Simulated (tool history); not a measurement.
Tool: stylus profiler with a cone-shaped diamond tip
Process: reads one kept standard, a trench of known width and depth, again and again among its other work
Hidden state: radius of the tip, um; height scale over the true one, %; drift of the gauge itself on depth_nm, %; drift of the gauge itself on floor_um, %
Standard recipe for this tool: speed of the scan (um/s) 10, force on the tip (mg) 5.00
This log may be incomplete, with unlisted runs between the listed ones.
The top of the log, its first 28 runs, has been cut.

run,day,speed of the scan (um/s),force on the tip (mg),scans with this tip,hours of work since the height scale was calibrated,depth of the trench (nm),width of the trench's floor (µm)
29,33.362,25,6.75,13729,196,507.82,26.16
30,34.717,25,6.75,14005,219,508.04,26.14
31,35.617,25,6.75,14189,234,507.85,26.16
32,36.675,10,7.88,14406,251,508.71,26.15
33,37.508,10,7.88,14576,265,508.61,26.14
34,38.504,29,4.20,14780,281,505.81,26.02
35,40.225,29,4.20,15132,309,505.88,26.07
36,40.988,29,4.20,15288,322,505.82,25.99
37,42.358,2,2.49,15568,344,504.22,26.13
38,44.125,7,3.44,15929,374,505.21,26.07
39,45.467,7,3.44,16204,396,505.35,26.09
40,47.046,35,10.04,16526,422,510.45,25.99
41,48.071,17,10.04,16736,438,510.43,25.99
42,49.321,10,1.88,16991,459,503.76,25.95
43,50.288,10,14.76,17189,475,513.45,25.97
44,51.104,10,14.76,17356,488,513.25,26.03
45,52.796,10,14.76,17702,516,513.39,26.01
46,53.996,10,14.76,17948,536,513.16,25.94

Alternative continuations, all from the tool just after run 46; predict every row:
A,55.167,14,7.05,18186,555,?,?
B,55.167,14,6.53,18186,555,?,?
C,55.167,17,14.76,18186,555,?,?

run,depth of the trench (nm),width of the trench's floor (µm)
A,508.49,25.94
B,508.05,25.90
C,513.26,25.92
The same runs, with their run-to-run variation unchanged, on a tool lacking any hidden condition would have given:
run,depth of the trench (nm),width of the trench's floor (µm)
A,507.87,26.98
B,507.44,26.94
C,512.64,26.96
